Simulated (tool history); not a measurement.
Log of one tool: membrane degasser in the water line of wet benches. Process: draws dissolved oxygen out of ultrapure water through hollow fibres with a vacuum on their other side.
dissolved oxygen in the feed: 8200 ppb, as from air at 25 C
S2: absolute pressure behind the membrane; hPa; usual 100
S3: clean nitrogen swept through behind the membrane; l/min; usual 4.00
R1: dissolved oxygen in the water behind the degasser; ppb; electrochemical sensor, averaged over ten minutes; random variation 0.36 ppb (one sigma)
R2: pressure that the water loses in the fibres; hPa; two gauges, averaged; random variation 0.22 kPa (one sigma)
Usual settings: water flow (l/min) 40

Run 1, hour 0.0: usual settings. Result: R1 162.0 ppb, R2 672.3 hPa.
Run 2, hour 222.0: usual settings. Result: R1 161.4 ppb, R2 673.0 hPa.
Run 3, hour 521.0: usual settings. Result: R1 161.2 ppb, R2 672.9 hPa.
Run 4, hour 662.2: usual settings. Result: R1 160.7 ppb, R2 669.7 hPa.
Run 5, hour 951.6: usual settings. Result: R1 161.2 ppb, R2 675.0 hPa.
Run 6, hour 1150.0: usual settings. Result: R1 161.7 ppb, R2 672.6 hPa.
Run 7, hour 1480.8: usual settings but water flow (l/min) 51. Result: R1 212.7 ppb, R2 856.6 hPa.
Run 8, hour 1658.2: usual settings but water flow (l/min) 26. Result: R1 105.7 ppb, R2 437.1 hPa.
Run 9, hour 1874.1: usual settings but water flow (l/min) 26, S3 2.95 l/min. Result: R1 140.8 ppb, R2 439.0 hPa.
At hour 2083.1: vacuum gauge calibrated.
Run 10, hour 2171.0: usual settings but water flow (l/min) 26, S3 2.95 l/min. Result: R1 140.1 ppb, R2 439.1 hPa.
Run 11, hour 2406.1: usual settings but water flow (l/min) 26, S3 2.95 l/min. Result: R1 140.2 ppb, R2 439.6 hPa.
Run 12, hour 2742.1: usual settings but water flow (l/min) 26, S3 2.95 l/min. Result: R1 140.9 ppb, R2 438.2 hPa.
Run 13, hour 2919.1: usual settings but water flow (l/min) 26, S3 2.95 l/min. Result: R1 140.5 ppb, R2 437.2 hPa.
Run 14, hour 3103.6: usual settings but water flow (l/min) 28, S2 106 hPa, S3 2.24 l/min. Result: R1 211.2 ppb, R2 470.3 hPa.
Run 15, hour 3353.3: usual settings but water flow (l/min) 54, S2 61 hPa. Result: R1 110.4 ppb, R2 908.3 hPa.
At hour 3458.8: seals of the vacuum lines changed.
Run 16, hour 3618.9: usual settings but water flow (l/min) 54, S2 61 hPa. Result: R1 110.1 ppb, R2 907.5 hPa.
Run 17, hour 3925.4: usual settings but S2 61 hPa, S3 8.49 l/min. Result: R1 36.9 ppb, R2 671.2 hPa.
Run 18, hour 4066.6: usual settings but S2 61 hPa, S3 8.49 l/min. Result: R1 36.8 ppb, R2 674.2 hPa.
Run 19, hour 4285.3: usual settings but water flow (l/min) 60, S2 61 hPa, S3 4.58 l/min. Result: R1 121.8 ppb, R2 1008.4 hPa.
Run 20, hour 4428.8: usual settings but water flow (l/min) 27, S2 153 hPa, S3 4.58 l/min. Result: R1 169.8 ppb, R2 459.3 hPa.
Run 21, hour 4753.1: usual settings but water flow (l/min) 61, S2 74 hPa, S3 4.58 l/min. Result: R1 164.9 ppb, R2 1026.4 hPa.
Run 22, hour 4924.7: usual settings but water flow (l/min) 38, S3 2.67 l/min. Result: R1 219.9 ppb, R2 642.1 hPa.
Run 23, hour 5070.1: usual settings but water flow (l/min) 42, S2 220 hPa, S3 4.82 l/min. Result: R1 377.0 ppb, R2 706.2 hPa.
Run 24, hour 5258.1: usual settings but water flow (l/min) 36, S2 99 hPa, S3 10.24 l/min. Result: R1 59.3 ppb, R2 604.7 hPa.
Run 25, hour 5515.2: usual settings but water flow (l/min) 28, S2 71 hPa, S3 2.78 l/min. Result: R1 92.5 ppb, R2 472.6 hPa.

4 ways to go on from here, each from the tool as it stands after run 25. What would each give?
Run A, hour 5708.8: usual settings but water flow (l/min) 33, S2 242 hPa, S3 6.51 l/min. Result: R1 ?, R2 ?.
Run B, hour 5708.8: usual settings but water flow (l/min) 28, S2 71 hPa, S3 1.68 l/min. Result: R1 ?, R2 ?.
Run C, hour 5708.8: usual settings but water flow (l/min) 32, S2 202 hPa, S3 2.68 l/min. Result: R1 ?, R2 ?.
Run D, hour 5708.8: usual settings but water flow (l/min) 48, S2 72 hPa, S3 10.51 l/min. Result: R1 ?, R2 ?.

run     R1     R2
  A  252.7  555.6
  B  145.6  469.9
  C  450.4  536.8
  D   55.5  808.5
Without the tool's hidden state the same runs would have given:
run     R1     R2
  A  252.7  555.2
  B  145.4  469.6
  C  450.3  536.4
  D   55.4  807.9

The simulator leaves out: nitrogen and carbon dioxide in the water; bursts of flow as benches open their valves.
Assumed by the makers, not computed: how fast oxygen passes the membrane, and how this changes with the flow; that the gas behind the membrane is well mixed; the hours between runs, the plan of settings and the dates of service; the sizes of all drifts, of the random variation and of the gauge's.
